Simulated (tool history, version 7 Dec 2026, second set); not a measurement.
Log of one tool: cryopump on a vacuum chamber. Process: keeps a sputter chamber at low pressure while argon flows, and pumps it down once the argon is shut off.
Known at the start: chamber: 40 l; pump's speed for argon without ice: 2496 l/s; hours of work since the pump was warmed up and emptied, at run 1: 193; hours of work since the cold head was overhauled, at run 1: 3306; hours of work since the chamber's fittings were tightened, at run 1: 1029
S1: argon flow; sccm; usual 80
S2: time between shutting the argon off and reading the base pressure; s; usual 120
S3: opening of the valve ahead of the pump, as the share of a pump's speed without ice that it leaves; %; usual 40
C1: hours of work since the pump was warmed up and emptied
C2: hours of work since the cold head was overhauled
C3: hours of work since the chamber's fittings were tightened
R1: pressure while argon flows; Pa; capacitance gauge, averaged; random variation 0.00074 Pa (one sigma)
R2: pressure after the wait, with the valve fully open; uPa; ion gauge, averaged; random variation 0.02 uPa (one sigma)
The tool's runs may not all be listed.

{"run": 1, "day": 0.0, "S1": 80, "S2": 120, "S3": 40, "C1": 193, "C2": 3306, "C3": 1029, "R1": 0.1455, "R2": 1.14}
{"run": 2, "day": 2.667, "S1": 80, "S2": 120, "S3": 40, "C1": 246, "C2": 3358, "C3": 1082, "R1": 0.1465, "R2": 1.2}
{"run": 3, "day": 4.675, "S1": 80, "S2": 120, "S3": 40, "C1": 286, "C2": 3398, "C3": 1122, "R1": 0.1488, "R2": 1.32}
{"day": 7.838, "done": "leaking fittings of the chamber tightened, without venting"}
{"run": 4, "day": 8.954, "S1": 57, "S2": 120, "S3": 40, "C1": 369, "C2": 3482, "C3": 22, "R1": 0.1085, "R2": 0.38}
{"run": 5, "day": 12.938, "S1": 52, "S2": 120, "S3": 40, "C1": 448, "C2": 3560, "C3": 101, "R1": 0.1026, "R2": 0.42}
{"run": 6, "day": 15.171, "S1": 80, "S2": 35, "S3": 40, "C1": 492, "C2": 3605, "C3": 145, "R1": 0.1602, "R2": 0.79}
{"day": 18.117, "done": "pump warmed up, emptied and cooled again"}
{"run": 7, "day": 18.221, "S1": 80, "S2": 35, "S3": 40, "C1": 2, "C2": 3661, "C3": 202, "R1": 0.1365, "R2": 0.74}
{"run": 8, "day": 21.583, "S1": 80, "S2": 35, "S3": 40, "C1": 69, "C2": 3728, "C3": 268, "R1": 0.1397, "R2": 0.81}
{"run": 9, "day": 23.758, "S1": 80, "S2": 35, "S3": 40, "C1": 112, "C2": 3771, "C3": 311, "R1": 0.142, "R2": 0.85}
{"run": 10, "day": 27.508, "S1": 80, "S2": 143, "S3": 40, "C1": 186, "C2": 3845, "C3": 386, "R1": 0.1434, "R2": 0.57}
{"run": 11, "day": 30.821, "S1": 80, "S2": 143, "S3": 35, "C1": 252, "C2": 3911, "C3": 451, "R1": 0.1673, "R2": 0.7}
{"run": 12, "day": 34.612, "S1": 80, "S2": 143, "S3": 35, "C1": 327, "C2": 3986, "C3": 527, "R1": 0.1697, "R2": 0.79}
{"run": 13, "day": 36.404, "S1": 80, "S2": 143, "S3": 35, "C1": 363, "C2": 4022, "C3": 562, "R1": 0.173, "R2": 0.86}
{"run": 14, "day": 38.542, "S1": 80, "S2": 143, "S3": 35, "C1": 405, "C2": 4064, "C3": 605, "R1": 0.1742, "R2": 0.87}
{"run": 15, "day": 42.454, "S1": 80, "S2": 143, "S3": 35, "C1": 483, "C2": 4141, "C3": 682, "R1": 0.1791, "R2": 1.1}
{"run": 16, "day": 44.183, "S1": 80, "S2": 120, "S3": 40, "C1": 517, "C2": 4176, "C3": 716, "R1": 0.1622, "R2": 1.1}
{"day": 45.717, "done": "pump warmed up, emptied and cooled again"}
{"run": 17, "day": 46.333, "S1": 80, "S2": 120, "S3": 40, "C1": 12, "C2": 4214, "C3": 755, "R1": 0.1366, "R2": 0.84}
{"run": 18, "day": 49.846, "S1": 77, "S2": 141, "S3": 29, "C1": 82, "C2": 4284, "C3": 825, "R1": 0.1848, "R2": 0.9}
{"run": 19, "day": 53.45, "S1": 77, "S2": 57, "S3": 44, "C1": 153, "C2": 4355, "C3": 896, "R1": 0.1252, "R2": 1.14}
{"run": 20, "day": 56.667, "S1": 65, "S2": 120, "S3": 19, "C1": 217, "C2": 4419, "C3": 960, "R1": 0.2391, "R2": 1.1}
{"run": 21, "day": 59.462, "S1": 105, "S2": 120, "S3": 40, "C1": 273, "C2": 4475, "C3": 1015, "R1": 0.1945, "R2": 1.19}
{"run": 22, "day": 62.558, "S1": 37, "S2": 300, "S3": 40, "C1": 334, "C2": 4536, "C3": 1077, "R1": 0.0701, "R2": 1.18}
{"run": 23, "day": 64.45, "S1": 93, "S2": 120, "S3": 48, "C1": 371, "C2": 4573, "C3": 1114, "R1": 0.1525, "R2": 1.35}
{"run": 24, "day": 67.317, "S1": 80, "S2": 122, "S3": 40, "C1": 428, "C2": 4630, "C3": 1171, "R1": 0.1565, "R2": 1.48}
{"day": 67.892, "done": "leaking fittings of the chamber tightened, without venting"}
{"run": 25, "day": 70.521, "S1": 80, "S2": 122, "S3": 40, "C1": 490, "C2": 4692, "C3": 52, "R1": 0.1601, "R2": 0.38}

Run 26 comes next. What will it give?
{"run": 26, "day": 73.017, "S1": 88, "S2": 120, "S3": 30, "C1": 540, "C2": 4742, "C3": 102, "R1": "?", "R2": "?"}

Run 26 gave R1 0.2304 Pa, R2 0.44 uPa.
Without the tool's hidden state the same run would have given R1 0.1989 Pa, R2 0.25 uPa.
